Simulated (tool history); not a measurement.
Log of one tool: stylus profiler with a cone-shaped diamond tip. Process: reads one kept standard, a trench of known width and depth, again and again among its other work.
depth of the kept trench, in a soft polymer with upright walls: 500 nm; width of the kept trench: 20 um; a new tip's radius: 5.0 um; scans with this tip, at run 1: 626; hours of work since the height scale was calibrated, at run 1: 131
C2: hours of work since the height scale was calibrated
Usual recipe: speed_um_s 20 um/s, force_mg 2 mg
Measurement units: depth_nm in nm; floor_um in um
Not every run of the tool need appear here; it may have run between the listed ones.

Run 1, hour 0: usual settings; scans with this tip 626; C2 131. Result: depth_nm 506.97 nm, floor_um 15.49 um.
Run 2, hour 22.4: usual settings; scans with this tip 698; C2 146. Result: depth_nm 507.02 nm, floor_um 15.51 um.
Run 3, hour 40.7: usual settings; scans with this tip 757; C2 158. Result: depth_nm 506.73 nm, floor_um 15.5 um.
Run 4, hour 55.8: usual settings but speed_um_s 51 um/s; scans with this tip 805; C2 168. Result: depth_nm 506.95 nm, floor_um 15.35 um.
Run 5, hour 79.1: usual settings; scans with this tip 880; C2 184. Result: depth_nm 506.59 nm, floor_um 15.45 um.
Run 6, hour 104.4: usual settings but speed_um_s 45 um/s; scans with this tip 961; C2 200. Result: depth_nm 506.91 nm, floor_um 15.39 um.
Run 7, hour 126.2: usual settings; scans with this tip 1031; C2 215. Result: depth_nm 506.81 nm, floor_um 15.47 um.
Run 8, hour 149.1: usual settings; scans with this tip 1104; C2 230. Result: depth_nm 506.75 nm, floor_um 15.45 um.
Run 9, hour 167.2: usual settings; scans with this tip 1162; C2 242. Result: depth_nm 506.8 nm, floor_um 15.45 um.
Run 10, hour 186.6: usual settings; scans with this tip 1224; C2 255. Result: depth_nm 506.82 nm, floor_um 15.44 um.
Run 11, hour 205.8: usual settings; scans with this tip 1286; C2 268. Result: depth_nm 506.89 nm, floor_um 15.42 um.
Run 12, hour 231.9: usual settings; scans with this tip 1370; C2 286. Result: depth_nm 506.74 nm, floor_um 15.43 um.
Run 13, hour 249.1: usual settings; scans with this tip 1424; C2 297. Result: depth_nm 506.63 nm, floor_um 15.42 um.
Run 14, hour 272: usual settings; scans with this tip 1498; C2 312. Result: depth_nm 506.66 nm, floor_um 15.38 um.
Run 15, hour 289: usual settings but speed_um_s 24 um/s, force_mg 0.75 mg; scans with this tip 1552; C2 324. Result: depth_nm 503.37 nm, floor_um 15.37 um.
Run 16, hour 308.8: usual settings but speed_um_s 60 um/s, force_mg 0.71 mg; scans with this tip 1616; C2 337. Result: depth_nm 503.33 nm, floor_um 15.17 um.
Run 17, hour 329.8: usual settings but speed_um_s 7 um/s, force_mg 2.46 mg; scans with this tip 1683; C2 351. Result: depth_nm 507.71 nm, floor_um 15.46 um.
Run 18, hour 355.6: usual settings but speed_um_s 10 um/s, force_mg 1.74 mg; scans with this tip 1766; C2 368. Result: depth_nm 505.96 nm, floor_um 15.47 um.
Run 19, hour 379.2: usual settings but speed_um_s 43 um/s, force_mg 2.27 mg; scans with this tip 1841; C2 384. Result: depth_nm 507.36 nm, floor_um 15.37 um.

What does the tool deliver on the next run?
Run 20, hour 403.2: usual settings but speed_um_s 7 um/s, force_mg 2.86 mg; scans with this tip 1918; C2 400. Result: depth_nm ?, floor_um ?.

depth_nm: 508.44 nm
floor_um: 15.4 um
Were there no unlogged condition in the tool, this run, its random variation unchanged, would have produced depth_nm 508.64 nm, floor_um 15.59 um.
